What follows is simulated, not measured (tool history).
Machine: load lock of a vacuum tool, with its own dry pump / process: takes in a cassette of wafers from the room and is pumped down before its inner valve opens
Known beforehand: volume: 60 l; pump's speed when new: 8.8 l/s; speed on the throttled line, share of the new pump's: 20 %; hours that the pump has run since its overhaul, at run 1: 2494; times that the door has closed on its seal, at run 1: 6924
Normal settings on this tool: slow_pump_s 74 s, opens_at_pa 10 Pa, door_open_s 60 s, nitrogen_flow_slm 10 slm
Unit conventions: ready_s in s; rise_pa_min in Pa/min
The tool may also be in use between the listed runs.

| run | hour | slow_pump_s | opens_at_pa | door_open_s | nitrogen_flow_slm | hours that the pump has run since its overhaul | times that the door has closed on its seal | incoming humidity of the room's air, % | ready_s | rise_pa_min |
|---|---|---|---|---|---|---|---|---|---|---|
| 1 | 0 | 74 | 10 | 60 | 10 | 2494 | 6924 | 44 | 123.6 | 0.052 |
| 2 | 126.6 | 80 | 10 | 60 | 10 | 2621 | 7130 | 47.2 | 127.8 | 0.059 |
| 3 | 266.7 | 80 | 10 | 60 | 10 | 2761 | 7358 | 44.4 | 128.4 | 0.054 |
| 4 | 491.6 | 80 | 10 | 60 | 10 | 2986 | 7724 | 46.6 | 129.3 | 0.064 |
| 5 | 630.9 | 80 | 10 | 60 | 10 | 3125 | 7950 | 44.8 | 128.5 | 0.064 |
| 6 | 743.6 | 74 | 10 | 60 | 19 | 3238 | 8134 | 43.7 | 124 | 0.055 |
| 7 | 903.8 | 74 | 10 | 60 | 19 | 3398 | 8394 | 43.1 | 123.1 | 0.053 |
| 8 | 1030.9 | 133 | 10 | 60 | 19 | 3525 | 8601 | 45.5 | 172.6 | 0.053 |
| 9 | 1134.1 | 113 | 10 | 60 | 10 | 3628 | 8769 | 45.1 | 154 | 0.059 |
| 10 | 1234.4 | 74 | 10 | 60 | 10 | 3729 | 8932 | 45.1 | 124.4 | 0.061 |
| 11 | 1424.6 | 74 | 10 | 60 | 10 | 3919 | 9241 | 45.3 | 124.3 | 0.053 |
| 12 | 1522.7 | 74 | 10 | 60 | 10 | 4017 | 9401 | 42.5 | 124.6 | 0.063 |
| 13 | 1703 | 74 | 11 | 60 | 10 | 4197 | 9694 | 42.7 | 124.1 | 0.063 |
| 14 | 1826.2 | 74 | 11 | 60 | 10 | 4321 | 9894 | 45.7 | 124.5 | 0.059 |
| 15 | 1946.7 | 74 | 11 | 60 | 10 | 4441 | 10090 | 45.3 | 123.8 | 0.062 |
| 16 | 2184.2 | 74 | 11 | 60 | 10 | 4679 | 10476 | 42.8 | 124.1 | 0.06 |
| 17 | 2403.7 | 74 | 11 | 60 | 10 | 4898 | 10833 | 47 | 122.9 | 0.065 |
| 18 | 2513.7 | 74 | 11 | 60 | 10 | 5008 | 11012 | 45.3 | 123.6 | 0.068 |
| 19 | 2671.7 | 74 | 11 | 60 | 10 | 5166 | 11269 | 47.3 | 123.7 | 0.069 |
| 20 | 2790.4 | 74 | 11 | 57 | 7 | 5285 | 11462 | 45 | 125 | 0.068 |
| 21 | 2963.1 | 74 | 11 | 57 | 7 | 5457 | 11743 | 44 | 124 | 0.07 |
| 22 | 3088.4 | 54 | 10 | 59 | 9 | 5583 | 11947 | 42.2 | 109.8 | 0.067 |
| 23 | 3230.4 | 39 | 7 | 48 | 14 | 5725 | 12178 | 45.1 | 100.5 | 0.061 |
| 24 | 3389 | 66 | 20 | 60 | 30 | 5883 | 12436 | 44.6 | 113.8 | 0.054 |
| 25 | 3493.3 | 83 | 20 | 120 | 38 | 5988 | 12605 | 45.5 | 126.1 | 0.069 |
| 26 | 3681 | 83 | 20 | 120 | 38 | 6175 | 12911 | 42.3 | 127.2 | 0.062 |
| 27 | 3805.7 | 147 | 20 | 30 | 38 | 6300 | 13113 | 41.4 | 176.5 | 0.048 |
| 28 | 4037 | 147 | 20 | 30 | 38 | 6531 | 13490 | 43.8 | 178.1 | 0.051 |
| 29 | 4185.5 | 147 | 20 | 58 | 38 | 6680 | 13731 | 43.4 | 178.6 | 0.055 |
| 30 | 4350.9 | 77 | 10 | 52 | 25 | 6845 | 14000 | 43.8 | 127.7 | 0.054 |
| 31 | 4519.9 | 77 | 10 | 52 | 25 | 7014 | 14275 | 44 | 128.5 | 0.064 |
| 32 | 4652.9 | 77 | 10 | 52 | 25 | 7147 | 14491 | 46.1 | 129 | 0.061 |

5 ways to go on from here, each from the tool as it stands after run 32. What would each give?
| A | 4843.2 | 74 | 19 | 60 | 10 | 7338 | 14801 | 46.3 | ? | ? |
| B | 4843.2 | 77 | 10 | 59 | 16 | 7338 | 14801 | 47.1 | ? | ? |
| C | 4843.2 | 74 | 10 | 85 | 10 | 7338 | 14801 | 45.4 | ? | ? |
| D | 4843.2 | 147 | 9 | 60 | 10 | 7338 | 14801 | 46.2 | ? | ? |
| E | 4843.2 | 77 | 10 | 52 | 36 | 7338 | 14801 | 45.4 | ? | ? |

| run | ready_s | rise_pa_min |
|---|---|---|
| A | 121.5 | 0.075 |
| B | 128.7 | 0.071 |
| C | 126.2 | 0.082 |
| D | 184.7 | 0.076 |
| E | 128.4 | 0.062 |
Without the tool's unlogged condition, the same runs would have read:
| run | ready_s | rise_pa_min |
|---|---|---|
| A | 117.8 | 0.043 |
| B | 124.6 | 0.038 |
| C | 122.1 | 0.049 |
| D | 181.8 | 0.044 |
| E | 124.3 | 0.029 |

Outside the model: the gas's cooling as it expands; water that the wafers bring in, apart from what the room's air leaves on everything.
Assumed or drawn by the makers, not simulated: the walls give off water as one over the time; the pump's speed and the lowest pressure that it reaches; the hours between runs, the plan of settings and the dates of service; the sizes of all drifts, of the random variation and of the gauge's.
